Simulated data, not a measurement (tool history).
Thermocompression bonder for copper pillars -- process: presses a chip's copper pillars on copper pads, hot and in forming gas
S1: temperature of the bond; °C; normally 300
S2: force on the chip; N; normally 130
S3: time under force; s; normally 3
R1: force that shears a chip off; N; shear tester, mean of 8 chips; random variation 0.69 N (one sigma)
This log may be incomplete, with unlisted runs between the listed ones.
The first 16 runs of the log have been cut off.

run,day,S1,S2,S3,R1
17,9.779,329,130,3,72.0
18,10.246,329,130,3,72.6
19,10.600,329,130,3,72.2
20,11.179,329,130,3,72.7
21,11.862,329,130,3,72.3
22,12.517,300,130,6,67.2
23,13.354,300,130,6,67.3
24,13.992,300,130,6,67.2
25,14.750,300,143,8,74.3
26,15.554,300,143,8,76.8
27,16.138,300,143,8,74.1
# day 16.208: forming gas filter changed
28,16.962,326,130,2,65.8
# day 17.100: heater calibrated with a thermocouple chip
29,17.604,288,130,3,51.8
30,18.046,295,103,3,45.6
31,18.800,295,103,3,45.9
# day 19.521: heater calibrated with a thermocouple chip, once more
32,19.733,295,97,3,40.6
33,20.579,300,169,3,68.6
34,21.371,300,169,3,67.7
35,21.983,300,169,3,66.9
36,22.762,300,106,2,41.4
37,23.533,273,141,3,42.5
38,24.058,273,141,3,42.1
39,24.588,279,106,9,51.9
40,25.038,318,173,2,71.8

Each row is a separate what-if for the run after 40, all from the same tool condition, not one after another. Results?
A,25.704,272,152,2,?
B,25.704,278,169,2,?
C,25.704,318,109,2,?

run,R1
A,38.2
B,46.5
C,52.9
The same runs, with their run-to-run variation unchanged, on a tool lacking any hidden condition would have given:
run,R1
A,37.5
B,45.8
C,52.2

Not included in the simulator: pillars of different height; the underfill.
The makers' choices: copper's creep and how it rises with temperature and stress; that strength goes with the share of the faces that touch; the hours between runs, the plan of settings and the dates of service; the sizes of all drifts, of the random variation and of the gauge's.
